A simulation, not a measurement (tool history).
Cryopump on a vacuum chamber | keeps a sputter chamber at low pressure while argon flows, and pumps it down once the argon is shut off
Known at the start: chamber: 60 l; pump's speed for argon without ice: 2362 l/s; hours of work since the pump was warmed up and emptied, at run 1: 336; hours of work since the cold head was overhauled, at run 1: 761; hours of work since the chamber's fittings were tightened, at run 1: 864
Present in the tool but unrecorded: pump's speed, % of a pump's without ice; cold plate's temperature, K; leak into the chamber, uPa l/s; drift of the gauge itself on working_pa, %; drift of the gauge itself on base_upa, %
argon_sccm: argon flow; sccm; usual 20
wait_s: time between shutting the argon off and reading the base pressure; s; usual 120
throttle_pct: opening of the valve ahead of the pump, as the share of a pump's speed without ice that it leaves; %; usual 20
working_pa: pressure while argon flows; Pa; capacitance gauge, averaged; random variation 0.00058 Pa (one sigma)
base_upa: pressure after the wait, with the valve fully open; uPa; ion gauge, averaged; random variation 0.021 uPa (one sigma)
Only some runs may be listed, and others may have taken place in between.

run	hour	argon_sccm	wait_s	throttle_pct	hours of work since the pump was warmed up and emptied	hours of work since the cold head was overhauled	hours of work since the chamber's fittings were tightened	working_pa	base_upa
1	0.0	20	120	20	336	761	864	0.0762	0.69
2	24.2	13	120	20	357	783	885	0.0510	0.69
3	40.2	13	120	20	371	797	899	0.0508	0.72
4	60.3	13	120	20	389	814	917	0.0506	0.76
5	73.7	13	120	20	400	826	928	0.0514	0.76
# hour 89.3: pump warmed up, emptied and cooled again
6	100.0	13	120	20	9	845	947	0.0468	0.59
7	126.2	20	120	23	32	868	970	0.0638	0.62
8	150.2	20	134	20	54	889	991	0.0721	0.60
9	174.5	20	134	20	75	910	1013	0.0720	0.64
10	191.6	20	134	20	90	925	1028	0.0719	0.62
11	205.2	20	134	20	102	937	1040	0.0728	0.60
12	229.9	20	134	20	124	959	1061	0.0727	0.64
13	253.8	20	134	20	145	980	1083	0.0741	0.71
14	277.7	20	134	20	166	1001	1104	0.0740	0.71
15	292.1	20	32	20	178	1014	1116	0.0747	1.20
16	307.4	20	298	20	192	1027	1130	0.0740	0.63
17	323.8	20	120	20	206	1042	1144	0.0735	0.72
18	343.3	20	120	20	223	1059	1161	0.0751	0.75
19	362.9	21	120	43	241	1076	1178	0.0378	0.74
20	380.1	21	120	43	256	1091	1194	0.0385	0.76
21	394.4	15	29	18	268	1104	1206	0.0626	1.33
22	411.9	20	37	41	284	1119	1222	0.0384	1.20
23	425.2	18	159	15	295	1131	1233	0.0887	0.78
24	441.7	18	81	23	310	1145	1248	0.0608	0.94
25	463.7	23	120	58	329	1165	1267	0.0336	0.84
26	487.2	11	92	22	350	1185	1288	0.0393	0.96
27	508.0	11	25	33	368	1204	1306	0.0276	1.63
28	523.4	19	101	22	382	1217	1320	0.0670	0.93
29	539.0	19	101	22	396	1231	1333	0.0671	0.99
# hour 561.9: pump warmed up, emptied and cooled again
30	565.0	19	137	49	3	1250	1352	0.0287	0.69
31	580.3	36	43	20	16	1263	1365	0.1300	1.10
32	605.7	11	179	24	39	1285	1388	0.0341	0.70
33	618.1	20	28	19	49	1296	1399	0.0754	1.37

4 ways to go on from here, each from the tool as it stands after run 33. What would each give?
A	633.1	20	34	20	63	1309	1412	?	?
B	633.1	10	83	29	63	1309	1412	?	?
C	633.1	36	78	29	63	1309	1412	?	?
D	633.1	20	41	20	63	1309	1412	?	?

run	working_pa	base_upa
A	0.0718	1.26
B	0.0257	0.86
C	0.0906	0.85
D	0.0723	1.08
Without the tool's hidden state the same runs would have given:
run	working_pa	base_upa
A	0.0708	0.80
B	0.0252	0.41
C	0.0887	0.39
D	0.0713	0.63
